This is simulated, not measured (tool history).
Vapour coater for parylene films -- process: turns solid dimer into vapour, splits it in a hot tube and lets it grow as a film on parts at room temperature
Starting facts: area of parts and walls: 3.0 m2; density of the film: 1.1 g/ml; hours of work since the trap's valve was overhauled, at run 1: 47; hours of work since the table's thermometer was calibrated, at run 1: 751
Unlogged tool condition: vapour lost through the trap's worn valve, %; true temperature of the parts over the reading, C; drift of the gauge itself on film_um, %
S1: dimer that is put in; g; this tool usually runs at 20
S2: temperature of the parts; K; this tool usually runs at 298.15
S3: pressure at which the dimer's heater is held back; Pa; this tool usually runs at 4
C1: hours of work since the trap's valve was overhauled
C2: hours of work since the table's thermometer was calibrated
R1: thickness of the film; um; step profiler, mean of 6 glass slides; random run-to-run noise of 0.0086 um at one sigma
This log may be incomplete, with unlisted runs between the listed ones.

| run | hour | S1 | S2 | S3 | C1 | C2 | R1 |
|---|---|---|---|---|---|---|---|
| 1 | 0 | 20 | 298.15 | 4 | 47 | 751 | 3.532 |
| 2 | 17.8 | 20 | 298.15 | 4 | 56 | 760 | 3.526 |
| 3 | 43.3 | 20 | 298.15 | 4 | 70 | 774 | 3.513 |
| 4 | 82.4 | 18 | 298.15 | 4 | 91 | 795 | 3.152 |
| 5 | 103.5 | 20 | 298.15 | 4 | 103 | 807 | 3.501 |
| 6 | 130.8 | 10 | 298.15 | 4 | 117 | 821 | 1.757 |
| 7 | 160 | 10 | 298.15 | 4 | 133 | 837 | 1.749 |
| 8 | 186.5 | 10 | 298.15 | 4 | 147 | 852 | 1.751 |
| 9 | 227.1 | 20 | 298.15 | 4 | 169 | 873 | 3.489 |
| 10 | 260.7 | 20 | 298.15 | 4 | 187 | 892 | 3.479 |
| 11 | 301.8 | 20 | 298.15 | 4 | 210 | 914 | 3.481 |
| 12 | 321.7 | 18 | 291.15 | 9.63 | 220 | 925 | 3.737 |
| 13 | 342.7 | 26 | 302.15 | 3.81 | 232 | 936 | 3.834 |
| 14 | 361.1 | 26 | 302.15 | 3.81 | 242 | 946 | 3.827 |
|  | 366.9 | trap's valve overhauled |
| 15 | 398.4 | 20 | 290.15 | 3.13 | 17 | 964 | 4.889 |
| 16 | 418.2 | 18 | 299.15 | 4 | 28 | 974 | 2.923 |
|  | 460.3 | trap's valve overhauled, once more |
| 17 | 460.3 | 18 | 299.15 | 4 | 0 | 995 | 3.102 |
| 18 | 489.2 | 18 | 299.15 | 4 | 16 | 1011 | 3.096 |
| 19 | 522.6 | 28 | 302.15 | 6.73 | 34 | 1029 | 3.962 |
| 20 | 552.3 | 20 | 301.15 | 4 | 50 | 1045 | 3.157 |
| 21 | 580.2 | 14 | 298.15 | 10.33 | 65 | 1060 | 2.213 |
| 22 | 607.7 | 17 | 295.15 | 2.2 | 80 | 1075 | 3.697 |

Selected run-to-run steps in R1, each split into two signed amounts: the part the tool would show with no hidden state at all (from settings, incoming material and random variation), and the remainder, which goes to the hidden state together with any gauge scatter not common to the measured and the hidden-state-free results:
Run 5 -> 6: S1 20 -> 10. R1 -1.744 um: hidden state -0.022, all else -1.722.
Run 14 -> 15: S1 26 -> 20, S2 302.15 -> 290.15, S3 3.81 -> 3.13, trap's valve overhauled. R1 +1.062 um: hidden state -0.082, all else +1.144.
Run 15 -> 16: S1 20 -> 18, S2 290.15 -> 299.15, S3 3.13 -> 4. R1 -1.966 um: hidden state +0.034, all else -2.
Run 16 -> 17: trap's valve overhauled, once more. R1 +0.179 um: hidden state +0.16, all else +0.019.
